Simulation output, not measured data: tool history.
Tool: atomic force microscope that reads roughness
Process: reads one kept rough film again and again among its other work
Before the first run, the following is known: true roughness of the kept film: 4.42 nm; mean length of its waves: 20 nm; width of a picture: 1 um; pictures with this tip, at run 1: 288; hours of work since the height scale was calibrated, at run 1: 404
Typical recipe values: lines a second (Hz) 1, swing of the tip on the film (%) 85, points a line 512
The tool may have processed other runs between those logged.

run,hour,lines a second (Hz),swing of the tip on the film (%),points a line,pictures with this tip,hours of work since the height scale was calibrated,roughness of the kept film (nm (root mean square))
1,0,1,85,512,288,404,2.933
# hour 4.7: new tip fitted
2,15.4,1,86,512,20,415,2.912
3,43.1,1,86,512,71,437,2.925
4,57.3,1,85,512,97,448,2.959
5,74.5,1,71,512,129,461,3.138
6,102.5,1,71,512,180,483,3.146
7,122,2.21,85,568,216,498,2.56
8,150.7,0.9,65,1017,269,520,3.209
# hour 166.8: new tip fitted
9,168.9,2.37,85,512,4,534,2.539
10,196.4,2.37,85,512,55,555,2.525

3 ways to go on from here, each from the tool as it stands after run 10. What would each give?
A,217.7,2.37,85,540,94,571,?
B,217.7,1,80,331,94,571,?
C,217.7,1.05,61,512,94,571,?

run,roughness of the kept film (nm (root mean square))
A,2.543
B,2.988
C,3.243
Take away the tool's hidden state, keep each run's random variation, and the runs would have read:
run,roughness of the kept film (nm (root mean square))
A,2.547
B,2.992
C,3.248
